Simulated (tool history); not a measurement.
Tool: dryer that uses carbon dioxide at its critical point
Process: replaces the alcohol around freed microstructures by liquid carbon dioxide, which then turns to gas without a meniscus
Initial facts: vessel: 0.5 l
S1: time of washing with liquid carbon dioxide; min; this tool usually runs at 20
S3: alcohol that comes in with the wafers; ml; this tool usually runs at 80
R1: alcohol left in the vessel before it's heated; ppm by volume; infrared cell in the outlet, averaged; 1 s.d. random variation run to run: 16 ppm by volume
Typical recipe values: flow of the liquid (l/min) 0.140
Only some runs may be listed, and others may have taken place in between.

run 1 hour=0.0 | S1=20 flow_of_the_liquid_(l/min)=0.140 S3=80 | R1=1205
run 2 hour=11.1 | S1=14 flow_of_the_liquid_(l/min)=0.140 S3=80 | R1=5409
run 3 hour=25.9 | S1=14 flow_of_the_liquid_(l/min)=0.140 S3=80 | R1=5335
run 4 hour=32.7 | S1=20 flow_of_the_liquid_(l/min)=0.140 S3=108 | R1=1700
run 5 hour=43.3 | S1=20 flow_of_the_liquid_(l/min)=0.140 S3=108 | R1=1700
run 6 hour=50.7 | S1=20 flow_of_the_liquid_(l/min)=0.140 S3=80 | R1=1331
run 7 hour=63.1 | S1=20 flow_of_the_liquid_(l/min)=0.140 S3=80 | R1=1321
run 8 hour=75.7 | S1=20 flow_of_the_liquid_(l/min)=0.140 S3=80 | R1=1364
run 9 hour=83.7 | S1=20 flow_of_the_liquid_(l/min)=0.140 S3=80 | R1=1357
run 10 hour=94.3 | S1=20 flow_of_the_liquid_(l/min)=0.140 S3=80 | R1=1351
run 11 hour=109.3 | S1=20 flow_of_the_liquid_(l/min)=0.140 S3=96 | R1=1591
run 12 hour=120.1 | S1=20 flow_of_the_liquid_(l/min)=0.140 S3=26 | R1=484
run 13 hour=132.7 | S1=20 flow_of_the_liquid_(l/min)=0.140 S3=26 | R1=481
run 14 hour=139.4 | S1=20 flow_of_the_liquid_(l/min)=0.111 S3=80 | R1=4008
run 15 hour=146.4 | S1=20 flow_of_the_liquid_(l/min)=0.111 S3=80 | R1=4035

Run 16, settings as shown, results not yet in. Your forecast:
run 16 hour=160.1 | S1=29 flow_of_the_liquid_(l/min)=0.171 S3=27 | R1=?

{"run 16": {"R1": 26}}
Minus the tool's unlogged condition, the same run would have read R1 8 ppm by volume.
